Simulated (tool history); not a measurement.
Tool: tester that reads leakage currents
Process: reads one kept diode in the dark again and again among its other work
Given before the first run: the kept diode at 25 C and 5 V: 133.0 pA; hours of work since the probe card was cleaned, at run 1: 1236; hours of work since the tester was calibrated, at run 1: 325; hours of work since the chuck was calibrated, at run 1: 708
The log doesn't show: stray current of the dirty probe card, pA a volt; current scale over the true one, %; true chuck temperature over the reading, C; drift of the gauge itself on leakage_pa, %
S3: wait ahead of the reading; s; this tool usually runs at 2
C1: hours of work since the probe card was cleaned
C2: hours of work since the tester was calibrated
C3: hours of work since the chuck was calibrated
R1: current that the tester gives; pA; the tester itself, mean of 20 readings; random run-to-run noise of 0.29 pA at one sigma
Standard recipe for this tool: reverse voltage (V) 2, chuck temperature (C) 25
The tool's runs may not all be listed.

run 1 hour=0 | reverse_voltage_(V)=2 chuck_temperature_(C)=25 S3=2 | C1=1236 C2=325 C3=708 | R1=91.98
run 2 hour=45.4 | reverse_voltage_(V)=2 chuck_temperature_(C)=27 S3=2 | C1=1264 C2=353 C3=737 | R1=107.36
run 3 hour=98.2 | reverse_voltage_(V)=2 chuck_temperature_(C)=27 S3=2 | C1=1298 C2=387 C3=770 | R1=106.53
run 4 hour=124.2 | reverse_voltage_(V)=2 chuck_temperature_(C)=27 S3=2 | C1=1314 C2=403 C3=787 | R1=106.19
run 5 hour=148.5 | reverse_voltage_(V)=16.91 chuck_temperature_(C)=25 S3=2 | C1=1329 C2=418 C3=802 | R1=214.35
run 6 hour=203.9 | reverse_voltage_(V)=16.91 chuck_temperature_(C)=25 S3=2 | C1=1364 C2=453 C3=837 | R1=213.25
run 7 hour=256.7 | reverse_voltage_(V)=14.44 chuck_temperature_(C)=25 S3=2 | C1=1398 C2=487 C3=870 | R1=200.05
run 8 hour=295.4 | reverse_voltage_(V)=2 chuck_temperature_(C)=25 S3=8.03 | C1=1422 C2=511 C3=895 | R1=90.55
run 9 hour=342.2 | reverse_voltage_(V)=2 chuck_temperature_(C)=58 S3=2 | C1=1451 C2=540 C3=924 | R1=885.13
run 10 hour=379.2 | reverse_voltage_(V)=2 chuck_temperature_(C)=58 S3=2 | C1=1475 C2=564 C3=947 | R1=889.48
run 11 hour=405.8 | reverse_voltage_(V)=2 chuck_temperature_(C)=58 S3=2 | C1=1492 C2=581 C3=964 | R1=885.22
run 12 hour=434.8 | reverse_voltage_(V)=2 chuck_temperature_(C)=25 S3=2.69 | C1=1510 C2=599 C3=982 | R1=90.8
run 13 hour=459.9 | reverse_voltage_(V)=2 chuck_temperature_(C)=34 S3=2 | C1=1526 C2=615 C3=998 | R1=175.89
run 14 hour=509.3 | reverse_voltage_(V)=2 chuck_temperature_(C)=34 S3=3.4 | C1=1557 C2=646 C3=1029 | R1=177.23
run 15 hour=549.1 | reverse_voltage_(V)=2 chuck_temperature_(C)=25 S3=2 | C1=1582 C2=671 C3=1054 | R1=90.05
run 16 hour=581 | reverse_voltage_(V)=2 chuck_temperature_(C)=25 S3=2 | C1=1602 C2=691 C3=1075 | R1=90.37
run 17 hour=630 | reverse_voltage_(V)=2 chuck_temperature_(C)=25 S3=2 | C1=1633 C2=722 C3=1105 | R1=90.25
run 18 hour=671.1 | reverse_voltage_(V)=2 chuck_temperature_(C)=25 S3=2 | C1=1659 C2=748 C3=1131 | R1=90.16
run 19 hour=712.9 | reverse_voltage_(V)=2 chuck_temperature_(C)=25 S3=2 | C1=1685 C2=774 C3=1158 | R1=90.13
run 20 hour=764.2 | reverse_voltage_(V)=2 chuck_temperature_(C)=25 S3=2 | C1=1717 C2=806 C3=1190 | R1=89.85
run 21 hour=789.5 | reverse_voltage_(V)=1.58 chuck_temperature_(C)=30 S3=1.72 | C1=1733 C2=822 C3=1206 | R1=119.37
run 22 hour=844.6 | reverse_voltage_(V)=1.58 chuck_temperature_(C)=30 S3=1.72 | C1=1768 C2=857 C3=1241 | R1=118.75
run 23 hour=894.1 | reverse_voltage_(V)=3.31 chuck_temperature_(C)=25 S3=2 | C1=1799 C2=888 C3=1272 | R1=108.96
run 24 hour=937.3 | reverse_voltage_(V)=4.48 chuck_temperature_(C)=25 S3=0.31 | C1=1826 C2=915 C3=1299 | R1=128.05
run 25 hour=966.6 | reverse_voltage_(V)=2 chuck_temperature_(C)=25 S3=0.3 | C1=1845 C2=934 C3=1317 | R1=91.51
run 26 hour=1010.7 | reverse_voltage_(V)=1.37 chuck_temperature_(C)=47 S3=1.24 | C1=1873 C2=962 C3=1345 | R1=370.27
-- hour=1046.7 probe card cleaned and baked
run 27 hour=1066 | reverse_voltage_(V)=1.37 chuck_temperature_(C)=47 S3=1.24 | C1=12 C2=995 C3=1378 | R1=369.94
run 28 hour=1115.4 | reverse_voltage_(V)=1.04 chuck_temperature_(C)=40 S3=5.67 | C1=43 C2=1026 C3=1409 | R1=205.09

Run 29, settings as shown, results not yet in. Your forecast:
run 29 hour=1164.2 | reverse_voltage_(V)=2 chuck_temperature_(C)=25 S3=0.39 | C1=74 C2=1057 C3=1440 | R1=?

{"run 29": {"R1": 88.91}}
Take away the tool's hidden state, keep the run-to-run variation as it was, and the same run would have given R1 97.15 pA.
